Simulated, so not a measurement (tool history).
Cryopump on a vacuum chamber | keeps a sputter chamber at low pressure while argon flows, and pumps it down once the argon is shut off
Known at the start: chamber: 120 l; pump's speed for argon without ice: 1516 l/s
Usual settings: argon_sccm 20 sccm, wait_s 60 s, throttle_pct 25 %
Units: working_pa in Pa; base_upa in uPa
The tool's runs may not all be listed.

run   hour  argon_sccm  wait_s  throttle_pct  working_pa  base_upa
  1    0.0          20      60            25      0.0910      1.70
  2   20.5          20      60            25      0.0914      1.65
  3   43.2          20      60            25      0.0908      1.76
  4   61.0          20      60            25      0.0913      1.77
  5   85.6          20      59            25      0.0915      1.75
  6   97.4          20      60            22      0.1040      1.71
  7  113.8          20      60            22      0.1036      1.82
  8  129.3          14      60            25      0.0640      1.78
  9  154.9          14      60            25      0.0642      1.85
 10  166.1          14      60            25      0.0638      1.82
 11  192.9          13      29            51      0.0304      2.53
 12  207.2          16      29            30      0.0613      2.51
 13  232.6          34      61            40      0.0996      1.82
 14  253.3          15      80            32      0.0543      1.66

Forecast run 15:
 15  264.8          12      60            37           ?         ?

{"run 15": {"working_pa": 0.0377, "base_upa": 1.84}}
Without the tool's hidden state the same run would have given working_pa 0.0360 Pa, base_upa 0.88 uPa.
